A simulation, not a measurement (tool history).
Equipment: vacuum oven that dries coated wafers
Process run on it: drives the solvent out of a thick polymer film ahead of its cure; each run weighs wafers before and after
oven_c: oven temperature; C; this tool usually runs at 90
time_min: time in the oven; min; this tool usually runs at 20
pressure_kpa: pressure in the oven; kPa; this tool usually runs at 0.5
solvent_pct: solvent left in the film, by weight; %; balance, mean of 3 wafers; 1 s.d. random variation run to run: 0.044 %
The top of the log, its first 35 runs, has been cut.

run,day,oven_c,time_min,pressure_kpa,hours of work since the thermocouples were calibrated,hours of work since the vacuum gauge was cleaned of residue,solvent_pct
36,131.971,83,10,0.271,949,143,7.84
37,134.6,82,26,0.5,994,188,4.04
38,139.358,104,36,0.347,1076,270,0.48
39,143.479,104,36,0.347,1147,340,0.51
40,147.042,104,36,0.347,1208,402,0.41
41,151.479,89,36,0.347,1284,478,1.16
42,156.271,80,36,0.347,1366,560,2.91
43,158.833,81,17,1.87,1410,604,9.31
44,164.046,81,17,1.87,1500,694,9.27
45,168.075,81,17,1.87,1569,763,9.27
46,170.562,97,29,0.773,1612,805,1.4

Here are 4 independent what-if runs from the current tool condition. What would each one return?
# day 173.133: oven's thermocouples calibrated
A,173.838,89,31,0.386,12,860,?
# day 173.133: oven's thermocouples calibrated
B,173.838,82,19,0.654,12,860,?
# day 173.133: oven's thermocouples calibrated
C,173.838,94,20,0.5,12,860,?
# day 173.133: oven's thermocouples calibrated
D,173.838,85,29,0.405,12,860,?

run,solvent_pct
A,1.46
B,5.8
C,1.96
D,2.48
Without the tool's hidden state the same runs would have given:
run,solvent_pct
A,1.46
B,5.79
C,1.96
D,2.47
